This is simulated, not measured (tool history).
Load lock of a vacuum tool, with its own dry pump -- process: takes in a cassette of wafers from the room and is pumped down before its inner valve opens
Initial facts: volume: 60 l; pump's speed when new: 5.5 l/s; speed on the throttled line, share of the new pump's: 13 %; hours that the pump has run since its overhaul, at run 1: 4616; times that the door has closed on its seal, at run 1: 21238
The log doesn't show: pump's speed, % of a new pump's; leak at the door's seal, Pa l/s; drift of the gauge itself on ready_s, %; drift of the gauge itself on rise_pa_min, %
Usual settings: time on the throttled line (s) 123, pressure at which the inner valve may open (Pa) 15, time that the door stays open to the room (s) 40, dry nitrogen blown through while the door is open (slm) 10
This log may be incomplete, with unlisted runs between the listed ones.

| run | hour | time on the throttled line (s) | pressure at which the inner valve may open (Pa) | time that the door stays open to the room (s) | dry nitrogen blown through while the door is open (slm) | hours that the pump has run since its overhaul | times that the door has closed on its seal | incoming humidity of the room's air, % | time from the closed door until the inner valve may open (s) | rise of the pressure with all valves shut (Pa/min) |
|---|---|---|---|---|---|---|---|---|---|---|
| 1 | 0.0 | 123 | 15 | 40 | 10 | 4616 | 21238 | 44.6 | 204.0 | 0.032 |
| 2 | 338.1 | 123 | 12 | 40 | 10 | 4954 | 21810 | 44.9 | 207.7 | 0.027 |
| 3 | 611.5 | 180 | 15 | 40 | 10 | 5227 | 22273 | 46.2 | 252.1 | 0.031 |
| 4 | 1068.6 | 123 | 15 | 40 | 10 | 5685 | 23047 | 44.4 | 205.4 | 0.029 |
| 5 | 1492.5 | 123 | 15 | 40 | 10 | 6108 | 23765 | 48.5 | 205.2 | 0.033 |
| 6 | 1991.0 | 123 | 15 | 40 | 10 | 6607 | 24609 | 46.8 | 202.2 | 0.027 |
| 7 | 2334.2 | 123 | 15 | 40 | 21 | 6950 | 25190 | 43.3 | 202.8 | 0.020 |
| 8 | 2832.0 | 123 | 15 | 40 | 10 | 7448 | 26033 | 47.1 | 201.9 | 0.036 |
| 9 | 3053.1 | 123 | 15 | 40 | 10 | 7669 | 26407 | 46.5 | 203.7 | 0.032 |
| 10 | 3455.8 | 123 | 15 | 40 | 10 | 8072 | 27089 | 42.9 | 203.1 | 0.031 |
| 11 | 3808.7 | 123 | 15 | 40 | 10 | 8425 | 27687 | 47.3 | 201.9 | 0.034 |
| 12 | 4266.5 | 123 | 15 | 40 | 10 | 8882 | 28462 | 45.9 | 202.1 | 0.029 |
| 13 | 4672.4 | 194 | 26 | 60 | 12 | 9288 | 29149 | 43.4 | 260.3 | 0.027 |
| 14 | 4875.9 | 194 | 26 | 60 | 12 | 9492 | 29494 | 43.3 | 258.5 | 0.036 |
| 15 | 5236.2 | 136 | 25 | 193 | 5 | 9852 | 30104 | 47.1 | 208.4 | 0.074 |
| 16 | 5656.4 | 136 | 25 | 193 | 5 | 10272 | 30815 | 43.5 | 207.1 | 0.069 |
| 17 | 5961.2 | 88 | 13 | 114 | 12 | 10577 | 31332 | 45.8 | 174.1 | 0.048 |

Predict each of these 3 candidate next runs independently; none follows another, all start after run 17:
| A | 6294.3 | 170 | 15 | 40 | 10 | 10910 | 31896 | 44.2 | ? | ? |
| B | 6294.3 | 91 | 15 | 141 | 10 | 10910 | 31896 | 43.8 | ? | ? |
| C | 6294.3 | 123 | 21 | 40 | 26 | 10910 | 31896 | 46.9 | ? | ? |

| run | time from the closed door until the inner valve may open (s) | rise of the pressure with all valves shut (Pa/min) |
|---|---|---|
| A | 242.8 | 0.032 |
| B | 174.6 | 0.057 |
| C | 197.2 | 0.018 |
With no hidden state in the tool, these same runs would have given:
| run | time from the closed door until the inner valve may open (s) | rise of the pressure with all valves shut (Pa/min) |
|---|---|---|
| A | 242.7 | 0.032 |
| B | 174.6 | 0.056 |
| C | 197.2 | 0.018 |
